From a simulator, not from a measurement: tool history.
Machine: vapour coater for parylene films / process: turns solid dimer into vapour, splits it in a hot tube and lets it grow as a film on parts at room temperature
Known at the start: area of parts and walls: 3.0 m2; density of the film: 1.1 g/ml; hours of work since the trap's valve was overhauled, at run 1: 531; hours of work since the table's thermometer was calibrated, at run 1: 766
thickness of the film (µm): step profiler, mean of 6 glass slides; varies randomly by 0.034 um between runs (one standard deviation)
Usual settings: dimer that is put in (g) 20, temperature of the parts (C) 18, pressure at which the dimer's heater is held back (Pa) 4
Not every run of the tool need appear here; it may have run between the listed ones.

run	hour	dimer that is put in (g)	temperature of the parts (C)	pressure at which the dimer's heater is held back (Pa)	hours of work since the trap's valve was overhauled	hours of work since the table's thermometer was calibrated	thickness of the film (µm)
1	0	20	18	4	531	766	3.14
2	50	20	28	4	567	803	2.43
3	83.4	20	20	4	592	828	2.97
4	129.8	20	18	3.36	626	862	3.33
# hour 143.1: trap's valve overhauled
5	176.7	20	18	3.36	25	893	3.61
6	217.7	20	18	2.31	55	923	3.88
7	256.6	20	18	2.31	83	951	3.86
8	306.3	20	18	2.31	119	988	3.81
9	342.9	20	18	4	146	1015	3.42
10	394.5	9	18	4	184	1052	1.53
11	435.9	20	18	4	214	1083	3.44
12	483	20	21	4	249	1117	3.1
13	521.9	20	18	4	277	1146	3.35
14	567.7	20	26	4	311	1179	2.69
15	617.2	20	19	4	347	1215	3.21
16	641.9	20	12	4	365	1234	3.89
17	682.3	20	12	4	395	1263	3.93
18	705.7	20	12	4	412	1280	3.83
19	728.2	20	12	4	428	1297	3.92
20	770.1	20	12	9.65	459	1327	3.18
21	802.6	18	18	4	483	1351	2.91
22	837.9	21	18	5.09	509	1377	3.23
23	888.4	31	29	3.06	546	1414	3.94
24	925.7	21	18	4	573	1441	3.39
25	953.7	20	18	5.69	593	1462	2.93
26	987.5	10	20	4	618	1487	1.51
# hour 1009.8: trap's valve overhauled
27	1040.5	13	22	10.78	22	1522	1.67
28	1092	16	16	4	60	1560	2.94
29	1135.3	16	23	4	92	1592	2.4
30	1157.5	9	20	7.72	108	1608	1.27
31	1203.5	11	20	7.72	142	1642	1.58
32	1226.7	11	20	7.72	159	1659	1.54

Predict the results of run 33:
33	1268.2	11	15	6.21	189	1689	?

{"run 33": {"thickness of the film (µm)": 1.85}}
Take away the tool's hidden state, keep the run-to-run variation as it was, and the same run would have given thickness of the film (µm) 1.89.

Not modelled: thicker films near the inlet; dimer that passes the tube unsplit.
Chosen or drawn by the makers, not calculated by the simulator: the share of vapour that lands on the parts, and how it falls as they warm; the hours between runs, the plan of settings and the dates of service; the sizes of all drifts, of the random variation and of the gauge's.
